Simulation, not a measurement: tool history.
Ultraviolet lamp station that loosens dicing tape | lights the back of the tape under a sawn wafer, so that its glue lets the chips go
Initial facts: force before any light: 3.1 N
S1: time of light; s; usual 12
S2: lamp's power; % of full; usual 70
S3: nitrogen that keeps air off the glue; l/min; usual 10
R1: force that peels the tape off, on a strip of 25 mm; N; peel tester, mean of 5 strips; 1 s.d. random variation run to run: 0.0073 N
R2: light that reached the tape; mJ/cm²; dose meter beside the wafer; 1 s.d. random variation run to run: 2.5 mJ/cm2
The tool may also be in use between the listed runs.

run 1 day=0 | S1=12 S2=70 S3=10 | R1=0.362 R2=274
run 2 day=0.892 | S1=12 S2=70 S3=10 | R1=0.353 R2=270
run 3 day=1.642 | S1=12 S2=70 S3=10 | R1=0.364 R2=267
run 4 day=2.408 | S1=12 S2=70 S3=10 | R1=0.382 R2=267
run 5 day=3.021 | S1=12 S2=85 S3=10 | R1=0.267 R2=317
run 6 day=4.171 | S1=22 S2=70 S3=10 | R1=0.132 R2=471
run 7 day=5.604 | S1=22 S2=70 S3=10 | R1=0.151 R2=464
run 8 day=6.617 | S1=22 S2=72 S3=10 | R1=0.152 R2=464
run 9 day=7.638 | S1=12 S2=70 S3=11 | R1=0.404 R2=246
run 10 day=8.412 | S1=12 S2=70 S3=11 | R1=0.393 R2=241
run 11 day=9.129 | S1=12 S2=70 S3=11 | R1=0.418 R2=237
run 12 day=10.112 | S1=12 S2=70 S3=11 | R1=0.416 R2=236
run 13 day=10.938 | S1=12 S2=70 S3=11 | R1=0.429 R2=229
-- day=11.075 window cleaned of glue's vapour
run 14 day=12.358 | S1=12 S2=81 S3=11 | R1=0.384 R2=249
run 15 day=13.242 | S1=12 S2=90 S3=10 | R1=0.351 R2=271
run 16 day=14.221 | S1=12 S2=90 S3=10 | R1=0.365 R2=270
run 17 day=15.512 | S1=12 S2=85 S3=10 | R1=0.412 R2=244
run 18 day=16.221 | S1=12 S2=85 S3=10 | R1=0.43 R2=246
-- day=16.596 window cleaned of glue's vapour, once more
run 19 day=17.092 | S1=12 S2=85 S3=10 | R1=0.283 R2=308
run 20 day=18.5 | S1=16 S2=61 S3=10 | R1=0.315 R2=290
run 21 day=19.708 | S1=16 S2=61 S3=10 | R1=0.328 R2=286
run 22 day=20.812 | S1=8 S2=68 S3=3 | R1=1.402 R2=153
run 23 day=22.042 | S1=17 S2=83 S3=5 | R1=0.302 R2=401
run 24 day=22.896 | S1=12 S2=70 S3=11 | R1=0.418 R2=234
run 25 day=23.912 | S1=12 S2=70 S3=11 | R1=0.44 R2=231
run 26 day=24.996 | S1=7 S2=87 S3=11 | R1=0.72 R2=164
run 27 day=26.133 | S1=7 S2=87 S3=11 | R1=0.752 R2=164
run 28 day=27.383 | S1=7 S2=87 S3=11 | R1=0.728 R2=156
run 29 day=28.55 | S1=7 S2=87 S3=11 | R1=0.764 R2=157

Predict the results of run 30:
run 30 day=29.325 | S1=7 S2=87 S3=11 | R1=? R2=?

R1: 0.765 N
R2: 156 mJ/cm²
The same run, on a tool lacking any hidden state, would have yielded R1 0.421 N, R2 232 mJ/cm².
